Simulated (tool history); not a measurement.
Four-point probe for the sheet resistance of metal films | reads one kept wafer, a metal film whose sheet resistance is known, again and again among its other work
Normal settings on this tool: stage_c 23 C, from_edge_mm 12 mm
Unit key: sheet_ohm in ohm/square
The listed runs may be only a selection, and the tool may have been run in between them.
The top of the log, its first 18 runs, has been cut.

run 19 hour=680.8 | stage_c=31 from_edge_mm=12 | sheet_ohm=17.398342
run 20 hour=716.8 | stage_c=31 from_edge_mm=12 | sheet_ohm=17.394607
run 21 hour=765.6 | stage_c=31 from_edge_mm=12 | sheet_ohm=17.384366
run 22 hour=794.0 | stage_c=31 from_edge_mm=12 | sheet_ohm=17.393361
run 23 hour=831.7 | stage_c=34 from_edge_mm=10 | sheet_ohm=17.446489
run 24 hour=876.2 | stage_c=23 from_edge_mm=41 | sheet_ohm=17.240866
run 25 hour=898.7 | stage_c=23 from_edge_mm=37 | sheet_ohm=17.242696
run 26 hour=948.8 | stage_c=23 from_edge_mm=37 | sheet_ohm=17.241176
run 27 hour=983.8 | stage_c=18 from_edge_mm=20 | sheet_ohm=17.236515
run 28 hour=1005.4 | stage_c=18 from_edge_mm=20 | sheet_ohm=17.237541
run 29 hour=1049.0 | stage_c=34 from_edge_mm=18 | sheet_ohm=17.347513
run 30 hour=1074.4 | stage_c=34 from_edge_mm=18 | sheet_ohm=17.335119
run 31 hour=1119.4 | stage_c=34 from_edge_mm=18 | sheet_ohm=17.338888

What does the tool deliver on the next run?
run 32 hour=1168.8 | stage_c=34 from_edge_mm=41 | sheet_ohm=?

{"run 32": {"sheet_ohm": 17.294082}}
With no hidden state in the tool, this same run would have given sheet_ohm 17.385606 ohm/square.
